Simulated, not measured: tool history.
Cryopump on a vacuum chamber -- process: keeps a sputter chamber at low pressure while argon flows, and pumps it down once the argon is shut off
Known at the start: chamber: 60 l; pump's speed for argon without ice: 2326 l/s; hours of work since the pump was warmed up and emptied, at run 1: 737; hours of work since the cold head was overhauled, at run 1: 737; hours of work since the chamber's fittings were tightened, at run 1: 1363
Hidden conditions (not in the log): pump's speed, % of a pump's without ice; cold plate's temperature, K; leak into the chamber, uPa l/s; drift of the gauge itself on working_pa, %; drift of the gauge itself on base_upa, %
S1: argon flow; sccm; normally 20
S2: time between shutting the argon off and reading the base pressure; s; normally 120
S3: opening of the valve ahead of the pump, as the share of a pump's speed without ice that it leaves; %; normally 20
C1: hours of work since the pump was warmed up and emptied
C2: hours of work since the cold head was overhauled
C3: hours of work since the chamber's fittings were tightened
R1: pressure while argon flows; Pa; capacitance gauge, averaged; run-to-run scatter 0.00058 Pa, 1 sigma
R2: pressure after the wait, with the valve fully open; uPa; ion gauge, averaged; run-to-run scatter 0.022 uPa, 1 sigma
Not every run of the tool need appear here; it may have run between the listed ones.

{"run": 1, "hour": 0.0, "S1": 20, "S2": 120, "S3": 20, "C1": 737, "C2": 737, "C3": 1363, "R1": 0.0756, "R2": 1.37}
{"run": 2, "hour": 25.0, "S1": 20, "S2": 120, "S3": 20, "C1": 757, "C2": 757, "C3": 1383, "R1": 0.074, "R2": 1.38}
{"run": 3, "hour": 57.6, "S1": 20, "S2": 120, "S3": 20, "C1": 783, "C2": 783, "C3": 1409, "R1": 0.0756, "R2": 1.4}
{"run": 4, "hour": 115.4, "S1": 20, "S2": 120, "S3": 20, "C1": 829, "C2": 829, "C3": 1456, "R1": 0.0759, "R2": 1.4}
{"run": 5, "hour": 140.6, "S1": 20, "S2": 120, "S3": 20, "C1": 850, "C2": 850, "C3": 1476, "R1": 0.075, "R2": 1.44}
{"run": 6, "hour": 187.2, "S1": 20, "S2": 120, "S3": 20, "C1": 887, "C2": 887, "C3": 1513, "R1": 0.0751, "R2": 1.49}
{"run": 7, "hour": 231.6, "S1": 11, "S2": 120, "S3": 20, "C1": 922, "C2": 922, "C3": 1549, "R1": 0.0418, "R2": 1.49}
{"run": 8, "hour": 284.9, "S1": 11, "S2": 120, "S3": 20, "C1": 965, "C2": 965, "C3": 1591, "R1": 0.042, "R2": 1.5}
{"run": 9, "hour": 319.4, "S1": 11, "S2": 120, "S3": 20, "C1": 993, "C2": 993, "C3": 1619, "R1": 0.0413, "R2": 1.54}
{"run": 10, "hour": 347.7, "S1": 11, "S2": 69, "S3": 20, "C1": 1015, "C2": 1015, "C3": 1642, "R1": 0.0418, "R2": 1.99}
{"run": 11, "hour": 382.5, "S1": 11, "S2": 105, "S3": 46, "C1": 1043, "C2": 1043, "C3": 1670, "R1": 0.0195, "R2": 1.7}
{"run": 12, "hour": 414.5, "S1": 25, "S2": 120, "S3": 29, "C1": 1069, "C2": 1069, "C3": 1695, "R1": 0.0674, "R2": 1.67}
{"run": 13, "hour": 453.3, "S1": 25, "S2": 120, "S3": 29, "C1": 1100, "C2": 1100, "C3": 1726, "R1": 0.0691, "R2": 1.65}
{"run": 14, "hour": 483.7, "S1": 25, "S2": 120, "S3": 29, "C1": 1124, "C2": 1124, "C3": 1751, "R1": 0.0682, "R2": 1.64}
{"hour": 535.8, "done": "leaking fittings of the chamber tightened, without venting"}
{"run": 15, "hour": 542.2, "S1": 15, "S2": 188, "S3": 32, "C1": 1169, "C2": 1169, "C3": 5, "R1": 0.0373, "R2": 0.51}
{"hour": 577.7, "done": "pump warmed up, emptied and cooled again"}
{"run": 16, "hour": 604.8, "S1": 10, "S2": 26, "S3": 59, "C1": 22, "C2": 1216, "C3": 51, "R1": 0.0128, "R2": 2.47}
{"run": 17, "hour": 659.1, "S1": 15, "S2": 120, "S3": 18, "C1": 65, "C2": 1259, "C3": 95, "R1": 0.0605, "R2": 0.66}
{"run": 18, "hour": 687.1, "S1": 27, "S2": 33, "S3": 20, "C1": 88, "C2": 1281, "C3": 117, "R1": 0.0986, "R2": 2.0}
{"run": 19, "hour": 731.6, "S1": 27, "S2": 20, "S3": 19, "C1": 123, "C2": 1317, "C3": 153, "R1": 0.1037, "R2": 3.12}
{"run": 20, "hour": 759.9, "S1": 27, "S2": 20, "S3": 19, "C1": 146, "C2": 1340, "C3": 175, "R1": 0.1045, "R2": 3.11}

Measured result minus the same run's result without the hidden state. Both carry the same run-to-run variation, though not necessarily the same gauge scatter:
run=1 R1=+0.0027 R2=+0.76
run=2 R1=+0.0028 R2=+0.77
run=3 R1=+0.0029 R2=+0.78
run=4 R1=+0.0031 R2=+0.82
run=5 R1=+0.0031 R2=+0.82
run=6 R1=+0.0033 R2=+0.86
run=7 R1=+0.0019 R2=+0.89
run=8 R1=+0.0021 R2=+0.92
run=9 R1=+0.0021 R2=+0.93
run=10 R1=+0.0022 R2=+0.99
run=11 R1=+0.0022 R2=+0.99
run=12 R1=+0.0052 R2=+1.02
run=13 R1=+0.0054 R2=+1.02
run=14 R1=+0.0055 R2=+1.04
run=15 R1=+0.0034 R2=+0.06
run=16 R1=+0.0002 R2=+0.03
run=17 R1=+0.0004 R2=+0.05
run=18 R1=+0.0008 R2=+0.07
run=19 R1=+0.0009 R2=+0.09
run=20 R1=+0.0011 R2=+0.09

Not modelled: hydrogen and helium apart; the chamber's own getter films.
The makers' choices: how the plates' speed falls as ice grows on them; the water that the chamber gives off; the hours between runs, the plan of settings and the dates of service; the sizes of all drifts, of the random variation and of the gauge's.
